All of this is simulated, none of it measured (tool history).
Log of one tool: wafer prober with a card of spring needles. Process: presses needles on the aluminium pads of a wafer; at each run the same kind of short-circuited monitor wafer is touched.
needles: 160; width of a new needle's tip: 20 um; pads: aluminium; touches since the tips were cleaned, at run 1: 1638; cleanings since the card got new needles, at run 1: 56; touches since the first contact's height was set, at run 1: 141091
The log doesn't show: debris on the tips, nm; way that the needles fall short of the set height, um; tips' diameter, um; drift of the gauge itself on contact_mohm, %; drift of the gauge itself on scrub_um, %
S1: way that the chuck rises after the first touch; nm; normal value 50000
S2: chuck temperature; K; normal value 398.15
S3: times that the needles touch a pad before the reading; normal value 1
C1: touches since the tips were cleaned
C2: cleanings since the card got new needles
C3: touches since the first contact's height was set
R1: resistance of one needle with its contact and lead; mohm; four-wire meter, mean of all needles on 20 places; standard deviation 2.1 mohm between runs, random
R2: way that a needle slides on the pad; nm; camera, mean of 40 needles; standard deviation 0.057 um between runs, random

Run 1, hour 0: usual settings; C1 1638; C2 56; C3 141091. Result: R1 236 mohm, R2 10020 nm.
At hour 8: tips cleaned on abrasive film.
At hour 18.5: tips cleaned on abrasive film.
Run 2, hour 18.8: usual settings; C1 221; C2 58; C3 152816. Result: R1 233 mohm, R2 9960 nm.
At hour 28.5: tips cleaned on abrasive film.
Run 3, hour 36.9: usual settings; C1 5327; C2 59; C3 164147. Result: R1 239 mohm, R2 9970 nm.
At hour 38.8: tips cleaned on abrasive film.
Run 4, hour 47.6: usual settings; C1 5511; C2 60; C3 170774. Result: R1 237 mohm, R2 9920 nm.
At hour 49.5: tips cleaned on abrasive film.
At hour 59: tips cleaned on abrasive film.
At hour 68.2: tips cleaned on abrasive film.
Run 5, hour 73.7: usual settings; C1 3487; C2 63; C3 187040. Result: R1 244 mohm, R2 10040 nm.
At hour 77.4: tips cleaned on abrasive film.
At hour 88.2: tips cleaned on abrasive film.
Run 6, hour 90.5: usual settings; C1 1460; C2 65; C3 197490. Result: R1 239 mohm, R2 10060 nm.
At hour 97.3: tips cleaned on abrasive film.
At hour 107.5: tips cleaned on abrasive film.
Run 7, hour 114.9: usual settings; C1 4676; C2 67; C3 212704. Result: R1 238 mohm, R2 10130 nm.
At hour 117.3: tips cleaned on abrasive film.
At hour 126.8: tips cleaned on abrasive film.
At hour 136.6: tips cleaned on abrasive film.
Run 8, hour 137.9: usual settings but S2 367.15 K; C1 842; C2 70; C3 227000. Result: R1 227 mohm, R2 10070 nm.
At hour 144.1: height of the first contact set anew.
At hour 146.3: tips cleaned on abrasive film.
Run 9, hour 154.3: usual settings but S2 367.15 K; C1 4997; C2 71; C3 6337. Result: R1 232 mohm, R2 9970 nm.
At hour 156.3: tips cleaned on abrasive film.
At hour 166.4: tips cleaned on abrasive film.
At hour 176.5: tips cleaned on abrasive film.
Run 10, hour 176.6: usual settings; C1 83; C2 74; C3 20179. Result: R1 238 mohm, R2 10000 nm.
At hour 186: tips cleaned on abrasive film.
Run 11, hour 189.7: usual settings but S2 310.15 K, S3 2; C1 2332; C2 75; C3 28354. Result: R1 217 mohm, R2 10070 nm.
At hour 195.5: tips cleaned on abrasive film.
At hour 205.2: tips cleaned on abrasive film.
Run 12, hour 209.8: usual settings but S1 55000 nm, S2 345.15 K, S3 2; C1 2896; C2 77; C3 40910. Result: R1 224 mohm, R2 11120 nm.
At hour 214.9: tips cleaned on abrasive film.
Run 13, hour 222.4: usual settings but S1 31000 nm, S2 309.15 K; C1 4771; C2 78; C3 48776. Result: R1 227 mohm, R2 6300 nm.
At hour 224.8: tips cleaned on abrasive film.
At hour 235.1: tips cleaned on abrasive film.
Run 14, hour 236.4: usual settings but S1 31000 nm, S2 309.15 K; C1 801; C2 80; C3 57432. Result: R1 222 mohm, R2 6250 nm.
At hour 245.2: tips cleaned on abrasive film.
At hour 255.8: tips cleaned on abrasive film.
Run 15, hour 258.3: usual settings but S1 63000 nm, S3 2; C1 1580; C2 82; C3 71072. Result: R1 234 mohm, R2 12770 nm.
At hour 265.9: tips cleaned on abrasive film.
Run 16, hour 269.6: usual settings but S1 63000 nm, S3 2; C1 2374; C2 83; C3 78157. Result: R1 234 mohm, R2 12910 nm.
At hour 275.9: tips cleaned on abrasive film.
At hour 286.5: tips cleaned on abrasive film.
Run 17, hour 292.3: usual settings but S1 47000 nm, S2 330.15 K; C1 3672; C2 85; C3 92288. Result: R1 222 mohm, R2 9590 nm.
At hour 295.6: tips cleaned on abrasive film.
At hour 305.5: tips cleaned on abrasive film.
Run 18, hour 312.8: usual settings but S1 47000 nm, S2 330.15 K; C1 4572; C2 87; C3 105076. Result: R1 226 mohm, R2 9550 nm.
At hour 316.2: tips cleaned on abrasive film.
At hour 326.7: tips cleaned on abrasive film.
Run 19, hour 328.1: usual settings but S1 30000 nm, S2 391.15 K, S3 2; C1 908; C2 89; C3 114599. Result: R1 247 mohm, R2 6130 nm.

Measured minus without-hidden-state, run by run (identical run-to-run variation in each term; gauge scatter may differ):
run    R2
  1    +0
  2   +10
  3   +20
  4   +30
  5   +50
  6   +60
  7   +80
  8  +100
  9  +120
 10  +130
 11  +140
 12  +170
 13  +100
 14  +110
 15  +240
 16  +250
 17  +200
 18  +220
 19  +150
R1 without the hidden state stays within 1 mohm of what was measured, in all runs.
